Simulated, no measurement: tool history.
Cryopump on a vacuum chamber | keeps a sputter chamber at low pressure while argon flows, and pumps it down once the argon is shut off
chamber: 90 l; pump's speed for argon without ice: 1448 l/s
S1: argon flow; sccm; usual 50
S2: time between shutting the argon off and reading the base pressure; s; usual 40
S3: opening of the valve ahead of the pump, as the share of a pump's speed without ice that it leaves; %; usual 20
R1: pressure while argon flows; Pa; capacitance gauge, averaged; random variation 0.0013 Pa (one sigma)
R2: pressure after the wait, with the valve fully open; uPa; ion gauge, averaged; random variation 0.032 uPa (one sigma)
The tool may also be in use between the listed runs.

| run | hour | S1 | S2 | S3 | R1 | R2 |
|---|---|---|---|---|---|---|
| 1 | 0.0 | 50 | 40 | 20 | 0.2971 | 1.92 |
| 2 | 10.0 | 50 | 40 | 20 | 0.2932 | 1.87 |
| 3 | 20.9 | 50 | 53 | 20 | 0.2949 | 1.48 |
| 4 | 32.6 | 50 | 53 | 20 | 0.2956 | 1.47 |
| 5 | 41.2 | 50 | 53 | 20 | 0.2952 | 1.51 |
| 6 | 55.6 | 50 | 53 | 20 | 0.2946 | 1.55 |
| 7 | 66.9 | 50 | 45 | 20 | 0.2930 | 1.69 |
| 8 | 75.8 | 50 | 40 | 32 | 0.1857 | 1.84 |
| 9 | 89.0 | 50 | 193 | 20 | 0.2966 | 0.73 |
| 10 | 97.6 | 50 | 40 | 20 | 0.2953 | 1.90 |
| 11 | 104.5 | 50 | 35 | 20 | 0.2940 | 2.11 |
| 12 | 111.0 | 50 | 35 | 20 | 0.2946 | 2.07 |
| 13 | 124.2 | 30 | 152 | 38 | 0.0945 | 0.85 |
| 14 | 139.8 | 30 | 152 | 38 | 0.0941 | 0.84 |
| 15 | 148.2 | 42 | 60 | 38 | 0.1325 | 1.34 |
| 16 | 158.0 | 36 | 182 | 23 | 0.1860 | 0.74 |
| 17 | 164.7 | 40 | 182 | 32 | 0.1496 | 0.74 |
| 18 | 173.3 | 71 | 124 | 23 | 0.3693 | 0.84 |
| 19 | 180.9 | 71 | 124 | 23 | 0.3687 | 0.93 |
| 20 | 187.8 | 70 | 232 | 20 | 0.4132 | 0.74 |
| 21 | 202.2 | 70 | 232 | 16 | 0.5149 | 0.66 |
| 22 | 215.9 | 40 | 40 | 45 | 0.1086 | 1.87 |
| 23 | 222.2 | 29 | 56 | 24 | 0.1441 | 1.50 |
| 24 | 233.3 | 29 | 56 | 24 | 0.1441 | 1.44 |

3 ways to go on from here, each from the tool as it stands after run 24. What would each give?
| A | 244.3 | 39 | 44 | 41 | ? | ? |
| B | 244.3 | 50 | 40 | 21 | ? | ? |
| C | 244.3 | 29 | 24 | 24 | ? | ? |

| run | R1 | R2 |
|---|---|---|
| A | 0.1165 | 1.82 |
| B | 0.2835 | 1.93 |
| C | 0.1442 | 2.80 |
Without the tool's hidden state the same runs would have given:
| run | R1 | R2 |
|---|---|---|
| A | 0.1119 | 1.56 |
| B | 0.2777 | 1.67 |
| C | 0.1408 | 2.55 |
